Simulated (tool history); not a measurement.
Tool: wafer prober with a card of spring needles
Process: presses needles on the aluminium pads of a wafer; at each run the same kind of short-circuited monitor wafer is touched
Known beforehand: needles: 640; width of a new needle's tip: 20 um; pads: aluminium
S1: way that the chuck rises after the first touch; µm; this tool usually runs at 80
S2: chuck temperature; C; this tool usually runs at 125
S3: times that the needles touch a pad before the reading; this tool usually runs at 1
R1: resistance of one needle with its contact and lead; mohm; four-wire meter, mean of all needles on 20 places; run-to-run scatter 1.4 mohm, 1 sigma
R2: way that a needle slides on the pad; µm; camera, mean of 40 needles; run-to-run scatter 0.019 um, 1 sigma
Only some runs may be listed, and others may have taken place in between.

{"run": 1, "hour": 0.0, "S1": 80, "S2": 125, "S3": 1, "R1": 157, "R2": 21.82}
{"hour": 10.0, "done": "tips cleaned on abrasive film"}
{"hour": 27.1, "done": "tips cleaned on abrasive film"}
{"run": 2, "hour": 41.2, "S1": 80, "S2": 125, "S3": 1, "R1": 183, "R2": 21.75}
{"hour": 44.3, "done": "tips cleaned on abrasive film"}
{"hour": 60.5, "done": "tips cleaned on abrasive film"}
{"hour": 77.8, "done": "tips cleaned on abrasive film"}
{"hour": 93.8, "done": "tips cleaned on abrasive film"}
{"run": 3, "hour": 93.8, "S1": 80, "S2": 125, "S3": 2, "R1": 128, "R2": 21.7}
{"hour": 110.7, "done": "tips cleaned on abrasive film"}
{"hour": 125.2, "done": "tips cleaned on abrasive film"}
{"run": 4, "hour": 125.2, "S1": 80, "S2": 125, "S3": 2, "R1": 129, "R2": 21.66}
{"hour": 141.8, "done": "tips cleaned on abrasive film"}
{"hour": 156.1, "done": "tips cleaned on abrasive film"}
{"run": 5, "hour": 156.1, "S1": 80, "S2": 125, "S3": 2, "R1": 130, "R2": 21.63}
{"hour": 172.7, "done": "tips cleaned on abrasive film"}
{"hour": 189.6, "done": "tips cleaned on abrasive film"}
{"hour": 189.9, "done": "height of the first contact set anew"}
{"hour": 205.1, "done": "tips cleaned on abrasive film"}
{"run": 6, "hour": 210.7, "S1": 80, "S2": 125, "S3": 2, "R1": 153, "R2": 21.95}
{"hour": 221.4, "done": "tips cleaned on abrasive film"}
{"hour": 238.9, "done": "tips cleaned on abrasive film"}
{"hour": 242.5, "done": "tips cleaned on abrasive film, once more"}
{"hour": 258.3, "done": "tips cleaned on abrasive film"}
{"run": 7, "hour": 258.3, "S1": 80, "S2": 125, "S3": 1, "R1": 130, "R2": 21.92}
{"hour": 274.5, "done": "tips cleaned on abrasive film"}
{"hour": 291.4, "done": "tips cleaned on abrasive film"}
{"hour": 306.1, "done": "tips cleaned on abrasive film"}
{"run": 8, "hour": 306.1, "S1": 80, "S2": 125, "S3": 1, "R1": 130, "R2": 21.84}
{"hour": 323.1, "done": "tips cleaned on abrasive film"}
{"hour": 339.1, "done": "tips cleaned on abrasive film"}
{"run": 9, "hour": 351.5, "S1": 80, "S2": 125, "S3": 1, "R1": 178, "R2": 21.84}
{"hour": 355.1, "done": "tips cleaned on abrasive film"}
{"hour": 372.2, "done": "tips cleaned on abrasive film"}
{"run": 10, "hour": 382.0, "S1": 81, "S2": 125, "S3": 1, "R1": 175, "R2": 22.06}
{"hour": 389.1, "done": "tips cleaned on abrasive film"}
{"hour": 406.2, "done": "tips cleaned on abrasive film"}
{"hour": 422.3, "done": "tips cleaned on abrasive film"}
{"run": 11, "hour": 429.2, "S1": 81, "S2": 125, "S3": 1, "R1": 173, "R2": 21.99}
{"hour": 439.8, "done": "tips cleaned on abrasive film"}
{"hour": 456.8, "done": "tips cleaned on abrasive film"}
{"run": 12, "hour": 462.9, "S1": 80, "S2": 61, "S3": 1, "R1": 168, "R2": 21.68}
{"hour": 473.6, "done": "tips cleaned on abrasive film"}
{"hour": 490.4, "done": "tips cleaned on abrasive film"}
{"run": 13, "hour": 495.4, "S1": 80, "S2": 61, "S3": 1, "R1": 166, "R2": 21.66}
{"hour": 505.1, "done": "tips cleaned on abrasive film"}
{"hour": 519.0, "done": "height of the first contact set anew"}
{"hour": 522.6, "done": "tips cleaned on abrasive film"}
{"run": 14, "hour": 536.5, "S1": 80, "S2": 125, "S3": 2, "R1": 163, "R2": 21.94}
{"hour": 540.2, "done": "tips cleaned on abrasive film"}
{"hour": 556.8, "done": "tips cleaned on abrasive film"}
{"run": 15, "hour": 562.8, "S1": 80, "S2": 125, "S3": 2, "R1": 154, "R2": 21.96}
{"hour": 572.7, "done": "tips cleaned on abrasive film"}
{"hour": 589.2, "done": "tips cleaned on abrasive film"}
{"run": 16, "hour": 591.1, "S1": 85, "S2": 64, "S3": 2, "R1": 132, "R2": 23.24}
{"hour": 604.3, "done": "tips cleaned on abrasive film"}
{"hour": 621.3, "done": "tips cleaned on abrasive film"}
{"run": 17, "hour": 634.5, "S1": 76, "S2": 51, "S3": 2, "R1": 162, "R2": 20.78}
{"hour": 638.2, "done": "tips cleaned on abrasive film"}
{"hour": 655.1, "done": "tips cleaned on abrasive film"}
{"hour": 669.3, "done": "tips cleaned on abrasive film"}
{"hour": 685.4, "done": "tips cleaned on abrasive film"}
{"run": 18, "hour": 687.6, "S1": 78, "S2": 51, "S3": 1, "R1": 145, "R2": 21.2}
{"hour": 701.5, "done": "tips cleaned on abrasive film"}
{"run": 19, "hour": 713.0, "S1": 70, "S2": 50, "S3": 1, "R1": 200, "R2": 19}
{"hour": 716.6, "done": "tips cleaned on abrasive film"}
{"hour": 733.4, "done": "tips cleaned on abrasive film"}
{"hour": 747.6, "done": "tips cleaned on abrasive film"}
{"run": 20, "hour": 758.1, "S1": 93, "S2": 54, "S3": 1, "R1": 165, "R2": 25.28}
{"hour": 765.2, "done": "tips cleaned on abrasive film"}
{"hour": 782.7, "done": "tips cleaned on abrasive film"}
{"hour": 798.8, "done": "tips cleaned on abrasive film"}
{"run": 21, "hour": 805.3, "S1": 62, "S2": 54, "S3": 2, "R1": 166, "R2": 16.72}
{"hour": 816.0, "done": "tips cleaned on abrasive film"}
{"hour": 833.4, "done": "tips cleaned on abrasive film"}
{"run": 22, "hour": 846.5, "S1": 80, "S2": 125, "S3": 1, "R1": 186, "R2": 21.6}
{"hour": 849.4, "done": "tips cleaned on abrasive film"}
{"hour": 849.7, "done": "height of the first contact set anew"}
{"hour": 867.1, "done": "tips cleaned on abrasive film"}
{"hour": 881.3, "done": "tips cleaned on abrasive film"}
{"hour": 898.8, "done": "tips cleaned on abrasive film"}
{"run": 23, "hour": 903.2, "S1": 68, "S2": 33, "S3": 1, "R1": 175, "R2": 18.64}
{"hour": 916.4, "done": "tips cleaned on abrasive film"}
{"hour": 933.1, "done": "tips cleaned on abrasive film"}
{"run": 24, "hour": 943.1, "S1": 68, "S2": 33, "S3": 1, "R1": 203, "R2": 18.61}
{"hour": 949.2, "done": "tips cleaned on abrasive film"}
{"hour": 964.9, "done": "tips cleaned on abrasive film"}
{"hour": 979.4, "done": "tips cleaned on abrasive film"}
{"run": 25, "hour": 979.4, "S1": 73, "S2": 125, "S3": 1, "R1": 132, "R2": 19.92}
{"hour": 995.9, "done": "tips cleaned on abrasive film"}
{"run": 26, "hour": 1004.5, "S1": 73, "S2": 125, "S3": 1, "R1": 196, "R2": 19.9}
{"hour": 1011.6, "done": "tips cleaned on abrasive film"}
{"hour": 1028.6, "done": "tips cleaned on abrasive film"}
{"run": 27, "hour": 1039.8, "S1": 61, "S2": 125, "S3": 2, "R1": 184, "R2": 16.57}
{"hour": 1043.4, "done": "tips cleaned on abrasive film"}
{"hour": 1059.2, "done": "tips cleaned on abrasive film"}
{"hour": 1076.5, "done": "tips cleaned on abrasive film"}
{"hour": 1093.5, "done": "tips cleaned on abrasive film"}
{"run": 28, "hour": 1098.4, "S1": 63, "S2": 26, "S3": 1, "R1": 203, "R2": 17.06}

Each row is a separate what-if for the run after 28, all from the same tool condition, not one after another. Results?
{"hour": 1108.6, "done": "tips cleaned on abrasive film"}
{"hour": 1125.2, "done": "tips cleaned on abrasive film"}
{"hour": 1141.6, "done": "tips cleaned on abrasive film"}
{"hour": 1157.9, "done": "tips cleaned on abrasive film"}
{"run": "A", "hour": 1159.3, "S1": 67, "S2": 72, "S3": 1, "R1": "?", "R2": "?"}
{"hour": 1108.6, "done": "tips cleaned on abrasive film"}
{"hour": 1125.2, "done": "tips cleaned on abrasive film"}
{"hour": 1141.6, "done": "tips cleaned on abrasive film"}
{"hour": 1157.9, "done": "tips cleaned on abrasive film"}
{"run": "B", "hour": 1159.3, "S1": 63, "S2": 29, "S3": 1, "R1": "?", "R2": "?"}
{"hour": 1108.6, "done": "tips cleaned on abrasive film"}
{"hour": 1125.2, "done": "tips cleaned on abrasive film"}
{"hour": 1141.6, "done": "tips cleaned on abrasive film"}
{"hour": 1157.9, "done": "tips cleaned on abrasive film"}
{"run": "C", "hour": 1159.3, "S1": 78, "S2": 125, "S3": 1, "R1": "?", "R2": "?"}

run=A R1=151 R2=18.05
run=B R1=154 R2=16.93
run=C R1=147 R2=21.05
Without the tool's unlogged condition, the same runs would have read:
run=A R1=117 R2=18.41
run=B R1=115 R2=17.29
run=C R1=123 R2=21.4
